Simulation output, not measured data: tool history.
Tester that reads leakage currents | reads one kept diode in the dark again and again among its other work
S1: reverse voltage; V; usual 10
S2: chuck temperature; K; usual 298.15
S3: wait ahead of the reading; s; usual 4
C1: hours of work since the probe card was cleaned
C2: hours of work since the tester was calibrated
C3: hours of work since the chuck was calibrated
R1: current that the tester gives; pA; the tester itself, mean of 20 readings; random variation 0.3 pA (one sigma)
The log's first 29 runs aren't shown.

Run 30, hour 629.2: usual settings but S2 294.15 K; C1 862; C2 1128; C3 499. Result: R1 70.41 pA.
Run 31, hour 643.9: usual settings but S2 303.15 K, S3 3.29 s; C1 873; C2 1139; C3 510. Result: R1 149.65 pA.
Run 32, hour 671.2: usual settings but S1 11 V, S2 299.15 K, S3 0.59 s; C1 892; C2 1158; C3 529. Result: R1 117.92 pA.
Run 33, hour 702.1: usual settings but S1 2.4 V, S2 307.15 K, S3 0.32 s; C1 914; C2 1180; C3 551. Result: R1 111.77 pA.
Run 34, hour 718.7: usual settings but S1 6.3 V, S2 302.15 K, S3 0.32 s; C1 926; C2 1192; C3 563. Result: R1 118.17 pA.
Run 35, hour 747: usual settings but S1 4.5 V, S2 302.15 K, S3 0.81 s; C1 946; C2 1212; C3 583. Result: R1 97.75 pA.
Run 36, hour 772.8: usual settings but S1 3.6 V, S2 313.15 K; C1 964; C2 1230; C3 601. Result: R1 209.06 pA.
Run 37, hour 801.1: usual settings but S1 3.6 V, S2 313.15 K; C1 984; C2 1251; C3 621. Result: R1 209.66 pA.
Run 38, hour 818.5: usual settings but S1 4.9 V, S2 313.15 K; C1 997; C2 1263; C3 634. Result: R1 239.78 pA.
Run 39, hour 845.8: usual settings but S1 4.9 V, S2 313.15 K; C1 1016; C2 1282; C3 653. Result: R1 240.74 pA.

4 ways to go on from here, each from the tool as it stands after run 39. What would each give?
Run A, hour 866.6: usual settings but S1 3.5 V, S2 313.15 K; C1 1031; C2 1297; C3 668. Result: R1 ?.
Run B, hour 866.6: usual settings but S1 4.9 V, S2 315.15 K; C1 1031; C2 1297; C3 668. Result: R1 ?.
Run C, hour 866.6: usual settings but S1 1.2 V, S2 313.15 K; C1 1031; C2 1297; C3 668. Result: R1 ?.
Run D, hour 866.6: usual settings but S1 1 V, S2 305.15 K, S3 9.81 s; C1 1031; C2 1297; C3 668. Result: R1 ?.

run      R1
  A  207.22
  B   280.3
  C  128.14
  D   62.85
Without the tool's hidden state the same runs would have given:
run      R1
  A  207.18
  B  280.25
  C  128.12
  D   62.84
